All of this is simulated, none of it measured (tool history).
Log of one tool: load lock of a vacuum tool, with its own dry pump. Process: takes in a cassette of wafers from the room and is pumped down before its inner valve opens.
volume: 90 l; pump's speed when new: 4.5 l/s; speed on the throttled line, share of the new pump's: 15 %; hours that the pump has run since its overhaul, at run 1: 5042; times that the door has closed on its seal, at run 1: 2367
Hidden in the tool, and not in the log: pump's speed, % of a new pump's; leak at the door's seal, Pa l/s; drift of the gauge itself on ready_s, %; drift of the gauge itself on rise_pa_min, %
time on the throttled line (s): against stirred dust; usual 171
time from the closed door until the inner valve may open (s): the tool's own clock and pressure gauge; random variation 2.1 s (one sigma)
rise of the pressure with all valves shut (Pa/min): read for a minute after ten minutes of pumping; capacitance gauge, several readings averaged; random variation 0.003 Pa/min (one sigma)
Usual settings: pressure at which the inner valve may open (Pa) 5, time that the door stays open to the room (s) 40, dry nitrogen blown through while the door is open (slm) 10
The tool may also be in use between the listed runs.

| run | day | time on the throttled line (s) | pressure at which the inner valve may open (Pa) | time that the door stays open to the room (s) | dry nitrogen blown through while the door is open (slm) | hours that the pump has run since its overhaul | times that the door has closed on its seal | incoming humidity of the room's air, % | time from the closed door until the inner valve may open (s) | rise of the pressure with all valves shut (Pa/min) |
|---|---|---|---|---|---|---|---|---|---|---|
| 1 | 0 | 171 | 5 | 40 | 10 | 5042 | 2367 | 48 | 362.8 | 0.033 |
| 2 | 2.858 | 171 | 5 | 40 | 10 | 5111 | 2549 | 47.9 | 362.6 | 0.036 |
| 3 | 5.596 | 171 | 5 | 40 | 10 | 5177 | 2723 | 46 | 364.5 | 0.032 |
| 4 | 8.883 | 171 | 5 | 40 | 10 | 5255 | 2932 | 44 | 360.3 | 0.027 |
| 5 | 11.908 | 171 | 5 | 40 | 10 | 5328 | 3125 | 44.3 | 360 | 0.028 |
| 6 | 14.408 | 171 | 5 | 40 | 10 | 5388 | 3283 | 45.3 | 362.7 | 0.027 |
| 7 | 16.625 | 171 | 5 | 40 | 10 | 5441 | 3424 | 44.7 | 365.8 | 0.033 |
| 8 | 19.696 | 171 | 5 | 40 | 20 | 5515 | 3620 | 43.9 | 363.7 | 0.025 |
| 9 | 21.8 | 171 | 5 | 40 | 20 | 5565 | 3753 | 45.1 | 363.5 | 0.025 |
| 10 | 25.5 | 147 | 5 | 40 | 20 | 5654 | 3989 | 46.5 | 343.3 | 0.028 |
| 11 | 27.392 | 147 | 5 | 40 | 35 | 5700 | 4109 | 44.1 | 341.8 | 0.014 |
| 12 | 30.458 | 147 | 5 | 40 | 35 | 5773 | 4304 | 43.6 | 346.7 | 0.014 |
| 13 | 34.208 | 147 | 5 | 40 | 35 | 5863 | 4543 | 44.3 | 342.4 | 0.021 |
| 14 | 37.942 | 147 | 5 | 40 | 35 | 5953 | 4780 | 42.9 | 342.2 | 0.016 |
| 15 | 40.296 | 270 | 5 | 40 | 10 | 6009 | 4929 | 43 | 440.9 | 0.036 |
| 16 | 42.2 | 171 | 5 | 40 | 20 | 6055 | 5050 | 48.3 | 364.1 | 0.024 |
| 17 | 44.538 | 171 | 5 | 40 | 20 | 6111 | 5199 | 44.9 | 369.4 | 0.026 |
| 18 | 46.933 | 171 | 5 | 40 | 7 | 6169 | 5351 | 45.7 | 369.6 | 0.039 |
| 19 | 50.262 | 171 | 5 | 40 | 7 | 6249 | 5563 | 46.9 | 365.7 | 0.038 |
| 20 | 52.925 | 171 | 5 | 40 | 7 | 6312 | 5732 | 41.2 | 368.2 | 0.029 |
| 21 | 56.867 | 171 | 5 | 40 | 7 | 6407 | 5983 | 45.5 | 369.2 | 0.037 |
| 22 | 59.154 | 171 | 5 | 41 | 7 | 6462 | 6128 | 45.7 | 367.5 | 0.044 |
| 23 | 61.338 | 171 | 5 | 41 | 7 | 6514 | 6267 | 46.2 | 363.8 | 0.039 |
| 24 | 63.212 | 220 | 8 | 41 | 10 | 6559 | 6387 | 47.2 | 389.6 | 0.04 |
| 25 | 66.829 | 220 | 8 | 41 | 10 | 6646 | 6616 | 45.2 | 394.9 | 0.032 |
| 26 | 68.483 | 140 | 7 | 101 | 10 | 6686 | 6722 | 44.3 | 334.5 | 0.056 |
| 27 | 70.671 | 140 | 7 | 101 | 10 | 6738 | 6861 | 45.9 | 333.4 | 0.059 |
| 28 | 73.812 | 303 | 5 | 40 | 40 | 6814 | 7060 | 45.3 | 481.2 | 0.02 |
| 29 | 76.508 | 303 | 5 | 40 | 40 | 6878 | 7232 | 42.9 | 475.4 | 0.016 |
| 30 | 78.5 | 138 | 5 | 40 | 40 | 6926 | 7358 | 46.3 | 345.4 | 0.02 |
| 31 | 80.125 | 138 | 5 | 40 | 40 | 6965 | 7462 | 42.8 | 341.4 | 0.02 |
| 32 | 82.1 | 138 | 9 | 40 | 40 | 7013 | 7587 | 44.9 | 329.2 | 0.014 |
| 33 | 85.492 | 138 | 9 | 40 | 40 | 7094 | 7803 | 46 | 326.4 | 0.021 |
| 34 | 88.667 | 107 | 5 | 40 | 6 | 7170 | 8005 | 44.9 | 314.6 | 0.043 |
| 35 | 91.858 | 197 | 5 | 40 | 10 | 7247 | 8208 | 49.3 | 389.9 | 0.035 |
| 36 | 93.5 | 197 | 5 | 40 | 10 | 7286 | 8312 | 46.3 | 394 | 0.037 |
| 37 | 96.217 | 186 | 7 | 156 | 8 | 7351 | 8485 | 45.3 | 372 | 0.078 |

3 ways to go on from here, each from the tool as it stands after run 37. What would each give?
| A | 99.533 | 186 | 8 | 156 | 8 | 7431 | 8696 | 43.5 | ? | ? |
| B | 99.533 | 212 | 5 | 40 | 10 | 7431 | 8696 | 47.3 | ? | ? |
| C | 99.533 | 157 | 7 | 35 | 10 | 7431 | 8696 | 43 | ? | ? |

| run | time from the closed door until the inner valve may open (s) | rise of the pressure with all valves shut (Pa/min) |
|---|---|---|
| A | 371.7 | 0.075 |
| B | 405 | 0.042 |
| C | 348.9 | 0.033 |
Without the tool's hidden state the same runs would have given:
| run | time from the closed door until the inner valve may open (s) | rise of the pressure with all valves shut (Pa/min) |
|---|---|---|
| A | 348.6 | 0.067 |
| B | 380.5 | 0.035 |
| C | 324.8 | 0.026 |
